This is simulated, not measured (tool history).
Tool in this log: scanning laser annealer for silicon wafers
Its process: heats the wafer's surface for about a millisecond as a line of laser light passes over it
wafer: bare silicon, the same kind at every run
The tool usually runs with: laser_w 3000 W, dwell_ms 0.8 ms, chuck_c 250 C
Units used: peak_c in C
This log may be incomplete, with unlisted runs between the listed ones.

run	hour	laser_w	dwell_ms	chuck_c	peak_c
1	0	3000	0.8	250	1003
2	56	3000	0.8	250	1002
3	93.7	3000	0.8	215	967
4	146.3	3000	0.8	248	1003
5	179.3	3000	0.8	250	1005
6	208.7	3000	0.878	250	1037
7	269	3000	0.878	250	1037
# hour 290.4: window over the wafer cleaned
8	328.2	3000	0.878	250	1036
9	371.1	3000	0.8	264	1020
10	427.9	3000	0.61	250	916
11	469.4	3216	0.8	250	1062
12	520.3	3000	0.609	250	919
13	554.2	3000	0.609	250	915
14	612.6	2922	0.603	285	926
15	666.3	2922	0.603	285	928
16	705.4	2863	0.577	275	892
17	764.4	2863	0.577	275	889
# hour 820.8: optics aligned, line set to its width
18	825.8	2584	0.577	275	827
19	879.8	3250	0.856	288	1137
20	933.1	3221	0.747	250	1040
21	964.5	2670	0.8	281	944
22	1025.6	2670	0.616	265	852
23	1078.1	2670	0.616	265	854
24	1112.6	3000	0.687	250	948
25	1170.3	3202	0.785	240	1041

Alternative continuations, all from the tool just after run 25; predict every row:
A	1203.4	3000	0.664	230	?
B	1203.4	3202	0.785	267	?
C	1203.4	2780	0.8	229	?

run	peak_c
A	921
B	1070
C	921
The same runs, with their run-to-run variation unchanged, on a tool lacking any hidden condition would have given:
run	peak_c
A	922
B	1071
C	922
